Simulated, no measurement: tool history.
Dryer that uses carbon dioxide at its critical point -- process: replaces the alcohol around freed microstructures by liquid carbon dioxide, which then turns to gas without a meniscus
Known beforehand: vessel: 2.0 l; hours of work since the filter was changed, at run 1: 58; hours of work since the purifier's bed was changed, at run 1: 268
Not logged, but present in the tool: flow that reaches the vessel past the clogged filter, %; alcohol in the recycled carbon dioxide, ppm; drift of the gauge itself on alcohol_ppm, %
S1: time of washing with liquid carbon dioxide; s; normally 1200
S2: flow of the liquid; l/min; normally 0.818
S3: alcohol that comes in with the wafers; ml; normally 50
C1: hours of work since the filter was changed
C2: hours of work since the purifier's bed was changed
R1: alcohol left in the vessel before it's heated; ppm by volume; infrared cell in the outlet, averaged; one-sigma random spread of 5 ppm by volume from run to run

Run 1, hour 0: usual settings; C1 58; C2 268. Result: R1 24 ppm by volume.
Run 2, hour 17.7: usual settings; C1 70; C2 280. Result: R1 29 ppm by volume.
Run 3, hour 31.3: usual settings; C1 80; C2 290. Result: R1 34 ppm by volume.
Run 4, hour 43.5: usual settings; C1 88; C2 298. Result: R1 30 ppm by volume.
Run 5, hour 51.9: usual settings; C1 94; C2 304. Result: R1 38 ppm by volume.
Run 6, hour 65.4: usual settings; C1 103; C2 313. Result: R1 36 ppm by volume.
Run 7, hour 80.4: usual settings but S1 1380 s; C1 114; C2 324. Result: R1 22 ppm by volume.
Run 8, hour 94.3: usual settings but S1 1620 s; C1 123; C2 334. Result: R1 16 ppm by volume.
Run 9, hour 111.6: usual settings but S1 1620 s; C1 136; C2 346. Result: R1 20 ppm by volume.
Run 10, hour 128.7: usual settings but S1 1620 s; C1 147; C2 357. Result: R1 21 ppm by volume.
Run 11, hour 145.3: usual settings but S1 1620 s; C1 159; C2 369. Result: R1 17 ppm by volume.
Run 12, hour 161.1: usual settings but S3 48 ml; C1 170; C2 380. Result: R1 30 ppm by volume.
Run 13, hour 176.1: usual settings but S3 48 ml; C1 180; C2 390. Result: R1 35 ppm by volume.
Run 14, hour 193.1: usual settings but S1 1140 s; C1 192; C2 402. Result: R1 36 ppm by volume.
Run 15, hour 200.8: usual settings but S1 1140 s; C1 198; C2 408. Result: R1 48 ppm by volume.
Run 16, hour 215: usual settings but S1 1140 s; C1 207; C2 417. Result: R1 41 ppm by volume.
Run 17, hour 224.9: usual settings but S1 1140 s; C1 214; C2 424. Result: R1 51 ppm by volume.
Run 18, hour 237.6: usual settings but S1 1680 s, S3 45 ml; C1 223; C2 433. Result: R1 37 ppm by volume.
Run 19, hour 250.7: usual settings but S1 1140 s, S2 1.155 l/min, S3 93 ml; C1 232; C2 442. Result: R1 25 ppm by volume.
Run 20, hour 259.5: usual settings but S1 1140 s, S2 0.998 l/min, S3 93 ml; C1 238; C2 448. Result: R1 31 ppm by volume.
Run 21, hour 274.7: usual settings but S1 720 s, S2 0.998 l/min, S3 46 ml; C1 249; C2 459. Result: R1 142 ppm by volume.
Run 22, hour 283.6: usual settings but S1 1380 s, S3 34 ml; C1 255; C2 465. Result: R1 30 ppm by volume.
Run 23, hour 298.8: usual settings but S1 1380 s, S3 34 ml; C1 266; C2 476. Result: R1 34 ppm by volume.

Estimate the outcome of run 24 from the log above:
Run 24, hour 314.4: usual settings but S2 1.157 l/min, S3 29 ml; C1 277; C2 487. Result: R1 ?.

Logged for run 24: R1 25 ppm by volume.
On a tool with no hidden condition, and with the same random variation, this run would have come out at R1 2 ppm by volume.

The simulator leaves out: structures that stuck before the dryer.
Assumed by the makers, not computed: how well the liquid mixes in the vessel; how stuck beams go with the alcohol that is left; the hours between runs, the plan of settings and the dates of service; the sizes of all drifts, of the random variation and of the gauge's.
